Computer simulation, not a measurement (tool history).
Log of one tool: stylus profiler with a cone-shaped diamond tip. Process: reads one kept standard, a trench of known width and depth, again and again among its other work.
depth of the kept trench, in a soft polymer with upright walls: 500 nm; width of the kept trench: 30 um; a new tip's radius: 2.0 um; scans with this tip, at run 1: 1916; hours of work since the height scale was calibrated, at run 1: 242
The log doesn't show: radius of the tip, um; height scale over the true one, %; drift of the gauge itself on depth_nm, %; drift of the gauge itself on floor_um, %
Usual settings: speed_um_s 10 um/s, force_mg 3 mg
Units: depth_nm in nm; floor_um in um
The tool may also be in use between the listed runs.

run	hour	speed_um_s	force_mg	scans with this tip	hours of work since the height scale was calibrated	depth_nm	floor_um
1	0	10	3	1916	242	508.02	27.1
2	28.8	10	3	2010	254	508.12	27.15
3	45.9	10	3	2066	261	508.21	27.17
4	70.6	10	3	2147	271	508.11	27.12
5	87.7	10	3	2203	278	508.25	27.16
6	117.4	33	1.84	2300	291	505.53	27.06
7	137.1	10	1.66	2364	299	505.37	27.11
8	158.5	10	1.66	2434	308	505.35	27.14
9	189	2	4.72	2533	320	511.3	27.12
10	212.4	16	2.96	2610	330	508.2	27.04

Some steps in depth_nm between neighbouring runs. How much of each would the tool show without its hidden state too (settings, what came in, random variation), and how much is left for the hidden state, with any gauge scatter that isn't in both results?
Run 8 -> 9: speed_um_s 10 -> 2, force_mg 1.66 -> 4.72. depth_nm +5.95 nm: hidden state -0.03, all else +5.98.

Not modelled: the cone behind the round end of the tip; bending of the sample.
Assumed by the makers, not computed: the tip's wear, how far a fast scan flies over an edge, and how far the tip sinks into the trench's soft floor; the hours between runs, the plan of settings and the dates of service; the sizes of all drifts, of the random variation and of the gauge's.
